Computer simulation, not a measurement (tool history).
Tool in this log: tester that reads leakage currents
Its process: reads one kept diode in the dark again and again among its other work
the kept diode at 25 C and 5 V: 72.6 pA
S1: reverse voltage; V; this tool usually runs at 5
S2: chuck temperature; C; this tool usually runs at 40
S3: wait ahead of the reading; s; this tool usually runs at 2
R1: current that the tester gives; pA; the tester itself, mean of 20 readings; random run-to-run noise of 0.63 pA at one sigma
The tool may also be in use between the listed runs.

{"run": 1, "hour": 0.0, "S1": 5, "S2": 40, "S3": 2, "R1": 201.56}
{"run": 2, "hour": 147.2, "S1": 5, "S2": 40, "S3": 2, "R1": 200.18}
{"run": 3, "hour": 257.4, "S1": 5, "S2": 40, "S3": 2, "R1": 198.89}
{"run": 4, "hour": 383.0, "S1": 5, "S2": 33, "S3": 2, "R1": 122.28}
{"run": 5, "hour": 516.1, "S1": 1.41, "S2": 33, "S3": 2, "R1": 77.93}
{"run": 6, "hour": 622.5, "S1": 1.41, "S2": 33, "S3": 2, "R1": 77.71}
{"run": 7, "hour": 747.5, "S1": 1.41, "S2": 33, "S3": 2, "R1": 77.85}
{"run": 8, "hour": 882.6, "S1": 5, "S2": 40, "S3": 2, "R1": 195.35}
{"run": 9, "hour": 972.1, "S1": 5, "S2": 29, "S3": 2, "R1": 90.91}
{"run": 10, "hour": 1035.4, "S1": 2.99, "S2": 26, "S3": 2, "R1": 60.68}
{"run": 11, "hour": 1127.6, "S1": 12.28, "S2": 40, "S3": 6.43, "R1": 265.94}
{"hour": 1204.6, "done": "chuck's temperature calibrated"}
{"run": 12, "hour": 1210.8, "S1": 11.76, "S2": 21, "S3": 0.61, "R1": 79.01}
{"run": 13, "hour": 1295.7, "S1": 5, "S2": 43, "S3": 3.57, "R1": 254.59}
{"run": 14, "hour": 1414.9, "S1": 5, "S2": 50, "S3": 3.42, "R1": 400.57}
{"run": 15, "hour": 1493.5, "S1": 2.18, "S2": 24, "S3": 0.48, "R1": 51.39}
{"run": 16, "hour": 1604.2, "S1": 2.18, "S2": 24, "S3": 0.48, "R1": 50.93}
{"run": 17, "hour": 1696.3, "S1": 2.18, "S2": 24, "S3": 0.48, "R1": 51.01}

Alternative continuations, all from the tool just after run 17; predict every row:
{"run": "A", "hour": 1807.2, "S1": 2.18, "S2": 24, "S3": 6.06, "R1": "?"}
{"run": "B", "hour": 1807.2, "S1": 17.78, "S2": 22, "S3": 2, "R1": "?"}
{"run": "C", "hour": 1807.2, "S1": 2.18, "S2": 22, "S3": 7.09, "R1": "?"}
{"run": "D", "hour": 1807.2, "S1": 2.18, "S2": 30, "S3": 0.48, "R1": "?"}

run=A R1=49.49
run=B R1=93.49
run=C R1=42.67
run=D R1=77.68
Stripped of hidden state, with their random variation kept, the same runs would have yielded:
run=A R1=50.46
run=B R1=92.96
run=C R1=43.46
run=D R1=79.36
